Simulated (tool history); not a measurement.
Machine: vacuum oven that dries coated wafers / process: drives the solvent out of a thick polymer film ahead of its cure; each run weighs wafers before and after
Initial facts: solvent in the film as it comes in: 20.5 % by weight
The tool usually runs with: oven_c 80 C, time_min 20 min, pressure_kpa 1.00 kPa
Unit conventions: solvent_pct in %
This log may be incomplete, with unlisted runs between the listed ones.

run    hour  oven_c  time_min  pressure_kpa  solvent_pct
  1     0.0      80        20          1.00         1.42
  2    83.2      80        22          1.00         1.24
  3   202.9      80        20          1.00         1.52
  4   302.5      80        20          0.73         1.43
  5   411.4      80        20          0.73         1.46
  6   486.7      80        20          2.46         2.31
      496.0  -- vacuum gauge cleaned of residue and calibrated
  7   586.3      70        20          1.00         4.61
  8   706.6      70        20          1.00         4.67
  9   809.0      70        20          1.00         4.80
 10   906.2      67        29          1.26         4.26
 11   972.0      87        17          3.47         2.01
 12  1024.4      80        23          0.77         1.42
     1093.2  -- vacuum gauge cleaned of residue and calibrated, once more
 13  1093.2      71        23          0.77         3.31
     1165.8  -- oven's thermocouples calibrated
 14  1165.8      80        31          1.55         1.02
 15  1245.1      78        20          1.00         1.71
 16  1318.9      78        20          1.00         1.76
 17  1391.7      94        20          1.94         0.62

Hidden state or all else? Some run-to-run changes of solvent_pct, split into what the settings, what came in and random variation would give without the hidden state, and what is left for the hidden state (with any gauge scatter that isn't in both results):
Hidden state at play: true wafer temperature over the reading, C; true pressure over the reading, kPa; drift of the gauge itself on solvent_pct, %.
Run 6 -> 7: oven_c 80 -> 70, pressure_kpa 2.46 -> 1.00, vacuum gauge cleaned of residue and calibrated. solvent_pct +2.30 %: hidden state +0.25, all else +2.05.
Run 10 -> 11: oven_c 67 -> 87, time_min 29 -> 17, pressure_kpa 1.26 -> 3.47. solvent_pct -2.25 %: hidden state -0.35, all else -1.90.

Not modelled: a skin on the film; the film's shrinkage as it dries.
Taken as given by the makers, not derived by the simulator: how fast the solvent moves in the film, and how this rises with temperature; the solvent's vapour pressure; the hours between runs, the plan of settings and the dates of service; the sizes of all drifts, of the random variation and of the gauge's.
